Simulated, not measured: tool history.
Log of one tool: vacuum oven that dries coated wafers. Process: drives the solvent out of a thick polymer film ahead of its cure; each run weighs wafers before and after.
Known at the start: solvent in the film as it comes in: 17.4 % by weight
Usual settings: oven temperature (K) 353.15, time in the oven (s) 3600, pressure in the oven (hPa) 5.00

run   hour  oven temperature (K)  time in the oven (s)  pressure in the oven (hPa)  solvent left in the film (%)
  1    0.0                353.15                  3600                        5.00                          3.05
  2   21.0                353.15                  3600                        3.78                          3.07
  3   32.0                353.15                  3600                        3.78                          3.02
  4   50.7                353.15                  3600                        5.00                          3.02
  5   71.8                353.15                  4620                        5.00                          2.08
  6   82.7                353.15                  3600                        3.31                          3.04
  7  103.8                353.15                  3600                       17.79                          3.50
  8  123.0                353.15                  3600                       17.79                          3.50
  9  134.1                353.15                  3600                       17.79                          3.51
 10  154.7                353.15                  3600                        5.00                          3.11
 11  170.7                353.15                  3600                        5.00                          2.99
     174.8  -- oven's thermocouples calibrated
 12  196.3                353.15                  3600                        5.00                          4.06
 13  206.6                361.15                  3600                        5.00                          1.57
 14  217.6                353.15                  3600                        5.00                          4.07
 15  235.5                353.15                  3600                        5.00                          4.08
 16  256.6                353.15                  3600                        5.00                          4.04
 17  275.5                353.15                  3600                        5.00                          4.04
 18  298.4                353.15                  3600                        5.00                          4.03
 19  311.9                353.15                  3600                        4.09                          3.96
 20  324.5                353.15                  3600                        5.92                          4.01
 21  336.3                353.15                  3600                        5.00                          4.02
 22  351.0                353.15                  3600                        5.00                          4.11
 23  366.7                354.15                  3600                        5.00                          3.67
 24  382.0                354.15                  3600                        5.00                          3.62
 25  405.2                352.15                  2280                       15.23                          7.06
 26  420.0                344.15                  3600                        5.00                          7.41
 27  435.7                356.15                  3600                        5.00                          2.95
 28  449.2                352.15                  3600                        5.00                          4.25
 29  462.3                352.15                  3600                        5.00                          4.30
 30  483.1                352.15                  2940                       16.42                          5.65
 31  499.8                352.15                  2940                       16.42                          5.74
 32  512.9                352.15                  2940                       16.42                          5.74
 33  536.7                344.15                  3600                        5.00                          7.36
 34  558.9                364.15                  2400                        7.06                          2.35
 35  576.8                354.15                  3420                       13.90                          4.16
 36  595.7                359.15                  4680                        5.00                          1.28
 37  611.3                341.15                  3540                       13.19                          8.77
 38  626.5                353.15                  3600                        9.03                          4.07
 39  647.9                343.15                  3600                        9.61                          7.83
 40  668.5                351.15                  3600                        2.58                          4.62
 41  686.9                351.15                  3600                        2.58                          4.65
 42  710.3                351.15                  3600                        2.58                          4.51
 43  721.5                340.15                  3600                        5.09                          8.61
 44  744.1                353.15                  3600                        9.42                          4.08

Run 45 comes next. What will it give?
 45  758.7                353.15                  3600                        9.42                             ?

solvent left in the film (%): 4.10
Without the tool's hidden state the same run would have given solvent left in the film (%) 4.10.
